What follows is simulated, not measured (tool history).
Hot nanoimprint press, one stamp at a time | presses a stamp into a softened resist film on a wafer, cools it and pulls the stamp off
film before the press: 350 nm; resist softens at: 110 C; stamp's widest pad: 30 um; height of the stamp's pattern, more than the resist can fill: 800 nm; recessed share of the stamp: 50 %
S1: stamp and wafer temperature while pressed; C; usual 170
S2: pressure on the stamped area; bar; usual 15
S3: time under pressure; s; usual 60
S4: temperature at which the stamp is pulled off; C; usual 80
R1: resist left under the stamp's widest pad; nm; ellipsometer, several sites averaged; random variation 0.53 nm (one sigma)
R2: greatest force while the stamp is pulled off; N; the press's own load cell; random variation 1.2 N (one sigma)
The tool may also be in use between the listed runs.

| run | day | S1 | S2 | S3 | S4 | R1 | R2 |
|---|---|---|---|---|---|---|---|
| 1 | 0 | 170 | 15 | 60 | 80 | 194 | 92 |
| 2 | 0.629 | 170 | 15 | 60 | 80 | 193.9 | 93 |
| 3 | 1.288 | 170 | 15 | 60 | 76 | 193.6 | 100 |
| 4 | 2.196 | 159 | 15 | 60 | 80 | 253.9 | 91 |
| 5 | 3.262 | 159 | 15 | 60 | 80 | 254.5 | 94 |
| 6 | 4.488 | 159 | 15 | 60 | 80 | 256.3 | 94 |
| 7 | 5.192 | 159 | 15 | 60 | 80 | 256.6 | 91 |
| 8 | 6.088 | 159 | 14.5 | 60 | 80 | 260 | 95 |
| 9 | 7.217 | 159 | 14.5 | 60 | 80 | 261.4 | 94 |
| 10 | 8.458 | 170 | 15 | 73 | 80 | 186.4 | 92 |
| 11 | 9.683 | 170 | 15 | 60 | 80 | 197.7 | 94 |
| 12 | 10.658 | 170 | 15 | 60 | 80 | 197.7 | 94 |
| 13 | 11.592 | 170 | 15 | 60 | 80 | 198 | 93 |
|  | 11.892 | gauge calibrated |
| 14 | 12.475 | 170 | 15 | 60 | 80 | 194.7 | 94 |
| 15 | 13.621 | 170 | 15 | 60 | 80 | 194.8 | 94 |
| 16 | 14.717 | 173 | 15 | 60 | 67 | 181.5 | 110 |
| 17 | 15.546 | 170 | 15 | 73 | 85 | 184.9 | 86 |
| 18 | 16.429 | 162 | 14.5 | 46 | 80 | 257.2 | 92 |
| 19 | 17.342 | 158 | 15 | 32 | 80 | 292.5 | 94 |
| 20 | 18.462 | 181 | 15 | 30 | 80 | 185.1 | 93 |
| 21 | 19.696 | 181 | 15 | 30 | 80 | 185.9 | 94 |
| 22 | 20.296 | 170 | 16.1 | 113 | 70 | 154.9 | 106 |
| 23 | 20.925 | 161 | 16.1 | 113 | 82 | 202.8 | 93 |
| 24 | 21.629 | 170 | 15.6 | 60 | 69 | 194.4 | 110 |
| 25 | 22.488 | 166 | 15.6 | 60 | 69 | 215.8 | 108 |
|  | 23.283 | stamp cleaned and given a new release coat |
| 26 | 23.379 | 166 | 11.7 | 66 | 75 | 237.3 | 100 |
| 27 | 24.554 | 165 | 14.7 | 30 | 71 | 267.7 | 104 |
| 28 | 25.329 | 170 | 14.9 | 32 | 80 | 237.6 | 94 |
| 29 | 26.054 | 160 | 15.2 | 82 | 67 | 234.8 | 109 |

Measured less the same run without the tool's hidden state. The same run-to-run variation is in both; the gauge's scatter may not be:
The hidden state here: true temperature over the reading, C; pressure that arrives at the usual setting, %; grip of the stamp's worn release coat, % over a new coat's; drift of the gauge itself on residual_nm, %; drift of the gauge itself on pull_off_n, %.
| run | R1 |
|---|---|
| 1 | +0 |
| 2 | +0.2 |
| 3 | +0.4 |
| 4 | +1 |
| 5 | +1.6 |
| 6 | +2.2 |
| 7 | +2.5 |
| 8 | +2.9 |
| 9 | +3.5 |
| 10 | +2.9 |
| 11 | +3.5 |
| 12 | +3.8 |
| 13 | +4.2 |
| 14 | +0.3 |
| 15 | +0.7 |
| 16 | +1 |
| 17 | +1.3 |
| 18 | +2.2 |
| 19 | +3 |
| 20 | +2.3 |
| 21 | +2.7 |
| 22 | +2.4 |
| 23 | +3.4 |
| 24 | +3.5 |
| 25 | +4.2 |
| 26 | +4.9 |
| 27 | +6.1 |
| 28 | +5.7 |
| 29 | +6 |
R2: within 1 N of the measured result in every run.

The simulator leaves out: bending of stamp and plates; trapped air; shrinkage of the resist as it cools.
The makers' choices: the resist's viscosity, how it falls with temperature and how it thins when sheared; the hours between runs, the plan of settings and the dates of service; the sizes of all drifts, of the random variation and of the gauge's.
